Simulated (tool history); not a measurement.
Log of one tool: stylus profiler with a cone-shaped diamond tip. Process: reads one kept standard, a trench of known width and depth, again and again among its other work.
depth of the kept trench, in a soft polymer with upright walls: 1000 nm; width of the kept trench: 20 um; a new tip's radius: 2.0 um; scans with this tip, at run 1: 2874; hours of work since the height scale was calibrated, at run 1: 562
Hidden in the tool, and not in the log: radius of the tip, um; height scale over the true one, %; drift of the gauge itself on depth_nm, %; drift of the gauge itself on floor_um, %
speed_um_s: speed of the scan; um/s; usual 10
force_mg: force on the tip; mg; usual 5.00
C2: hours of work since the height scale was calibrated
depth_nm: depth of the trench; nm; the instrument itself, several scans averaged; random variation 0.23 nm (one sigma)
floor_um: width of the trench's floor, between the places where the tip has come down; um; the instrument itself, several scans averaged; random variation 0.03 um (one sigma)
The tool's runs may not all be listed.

{"run": 1, "hour": 0.0, "speed_um_s": 10, "force_mg": 5.0, "scans with this tip": 2874, "C2": 562, "depth_nm": 1028.72, "floor_um": 16.21}
{"run": 2, "hour": 24.6, "speed_um_s": 10, "force_mg": 5.0, "scans with this tip": 2963, "C2": 579, "depth_nm": 1028.73, "floor_um": 16.16}
{"run": 3, "hour": 49.1, "speed_um_s": 10, "force_mg": 5.0, "scans with this tip": 3051, "C2": 596, "depth_nm": 1028.65, "floor_um": 16.21}
{"run": 4, "hour": 84.6, "speed_um_s": 7, "force_mg": 5.0, "scans with this tip": 3179, "C2": 621, "depth_nm": 1028.62, "floor_um": 16.18}
{"run": 5, "hour": 122.4, "speed_um_s": 7, "force_mg": 5.0, "scans with this tip": 3315, "C2": 648, "depth_nm": 1028.69, "floor_um": 16.13}
{"run": 6, "hour": 160.8, "speed_um_s": 7, "force_mg": 5.0, "scans with this tip": 3453, "C2": 675, "depth_nm": 1028.35, "floor_um": 16.17}
{"run": 7, "hour": 187.7, "speed_um_s": 15, "force_mg": 5.0, "scans with this tip": 3550, "C2": 694, "depth_nm": 1028.92, "floor_um": 16.07}
{"run": 8, "hour": 216.8, "speed_um_s": 15, "force_mg": 5.0, "scans with this tip": 3655, "C2": 714, "depth_nm": 1028.56, "floor_um": 16.12}
{"run": 9, "hour": 247.7, "speed_um_s": 15, "force_mg": 5.0, "scans with this tip": 3766, "C2": 736, "depth_nm": 1028.65, "floor_um": 16.04}
{"run": 10, "hour": 278.9, "speed_um_s": 15, "force_mg": 5.0, "scans with this tip": 3878, "C2": 758, "depth_nm": 1029.01, "floor_um": 16.07}
{"run": 11, "hour": 316.2, "speed_um_s": 15, "force_mg": 5.0, "scans with this tip": 4013, "C2": 784, "depth_nm": 1028.44, "floor_um": 16.13}
{"run": 12, "hour": 338.2, "speed_um_s": 15, "force_mg": 5.0, "scans with this tip": 4092, "C2": 800, "depth_nm": 1028.93, "floor_um": 16.05}
{"run": 13, "hour": 374.2, "speed_um_s": 15, "force_mg": 5.0, "scans with this tip": 4222, "C2": 825, "depth_nm": 1029.15, "floor_um": 16.0}
{"run": 14, "hour": 393.5, "speed_um_s": 6, "force_mg": 5.0, "scans with this tip": 4291, "C2": 839, "depth_nm": 1029.34, "floor_um": 16.03}
{"run": 15, "hour": 429.2, "speed_um_s": 6, "force_mg": 2.28, "scans with this tip": 4420, "C2": 864, "depth_nm": 1017.87, "floor_um": 16.05}
{"run": 16, "hour": 466.2, "speed_um_s": 10, "force_mg": 5.0, "scans with this tip": 4553, "C2": 890, "depth_nm": 1029.01, "floor_um": 15.99}
{"run": 17, "hour": 498.5, "speed_um_s": 10, "force_mg": 5.0, "scans with this tip": 4669, "C2": 913, "depth_nm": 1029.28, "floor_um": 16.01}
{"run": 18, "hour": 532.8, "speed_um_s": 36, "force_mg": 4.5, "scans with this tip": 4793, "C2": 937, "depth_nm": 1027.49, "floor_um": 15.88}
{"run": 19, "hour": 550.4, "speed_um_s": 26, "force_mg": 3.18, "scans with this tip": 4856, "C2": 949, "depth_nm": 1022.24, "floor_um": 15.88}
{"run": 20, "hour": 568.2, "speed_um_s": 26, "force_mg": 3.18, "scans with this tip": 4920, "C2": 962, "depth_nm": 1022.21, "floor_um": 15.87}
{"run": 21, "hour": 589.2, "speed_um_s": 38, "force_mg": 2.01, "scans with this tip": 4996, "C2": 976, "depth_nm": 1016.85, "floor_um": 15.82}
{"run": 22, "hour": 607.4, "speed_um_s": 38, "force_mg": 2.01, "scans with this tip": 5061, "C2": 989, "depth_nm": 1016.57, "floor_um": 15.79}
{"hour": 610.1, "done": "height scale calibrated on a step standard"}
{"run": 23, "hour": 647.1, "speed_um_s": 36, "force_mg": 4.62, "scans with this tip": 5203, "C2": 26, "depth_nm": 1028.68, "floor_um": 15.84}
{"run": 24, "hour": 679.8, "speed_um_s": 4, "force_mg": 12.95, "scans with this tip": 5320, "C2": 49, "depth_nm": 1054.62, "floor_um": 15.96}
{"run": 25, "hour": 700.2, "speed_um_s": 10, "force_mg": 5.86, "scans with this tip": 5394, "C2": 63, "depth_nm": 1033.79, "floor_um": 15.93}
{"run": 26, "hour": 721.1, "speed_um_s": 4, "force_mg": 13.3, "scans with this tip": 5469, "C2": 78, "depth_nm": 1056.3, "floor_um": 15.89}
{"run": 27, "hour": 758.6, "speed_um_s": 4, "force_mg": 13.3, "scans with this tip": 5604, "C2": 105, "depth_nm": 1056.52, "floor_um": 15.89}
{"hour": 778.5, "done": "height scale calibrated on a step standard, once more"}
{"run": 28, "hour": 784.8, "speed_um_s": 4, "force_mg": 13.3, "scans with this tip": 5696, "C2": 4, "depth_nm": 1052.93, "floor_um": 15.94}
{"run": 29, "hour": 825.4, "speed_um_s": 13, "force_mg": 5.95, "scans with this tip": 5843, "C2": 33, "depth_nm": 1030.75, "floor_um": 15.85}
{"run": 30, "hour": 857.0, "speed_um_s": 2, "force_mg": 8.13, "scans with this tip": 5956, "C2": 55, "depth_nm": 1038.47, "floor_um": 15.85}
{"run": 31, "hour": 894.6, "speed_um_s": 2, "force_mg": 8.13, "scans with this tip": 6092, "C2": 82, "depth_nm": 1038.41, "floor_um": 15.84}
{"run": 32, "hour": 919.7, "speed_um_s": 2, "force_mg": 8.13, "scans with this tip": 6182, "C2": 99, "depth_nm": 1038.45, "floor_um": 15.81}
{"run": 33, "hour": 941.8, "speed_um_s": 6, "force_mg": 1.85, "scans with this tip": 6262, "C2": 115, "depth_nm": 1014.84, "floor_um": 15.85}

Hidden state at the last listed run before each entry between runs and at the first one after, where it differs:
Between runs 22 and 23: height scale calibrated on a step standard (hour 610.1)
  radius of the tip, um: 2.52 -> 2.54; height scale over the true one, %: 0.204 -> 0.315
  measured less the result without the state, depth_nm: +2.07 -> +3.22 nm; floor_um: -0.55 -> -0.57 um
Between runs 27 and 28: height scale calibrated on a step standard, once more (hour 778.5)
  radius of the tip, um: 2.59 -> 2.6; height scale over the true one, %: 0.33 -> 0.049
  measured less the result without the state, depth_nm: +3.47 -> +0.52 nm; floor_um: -0.63 -> -0.63 um
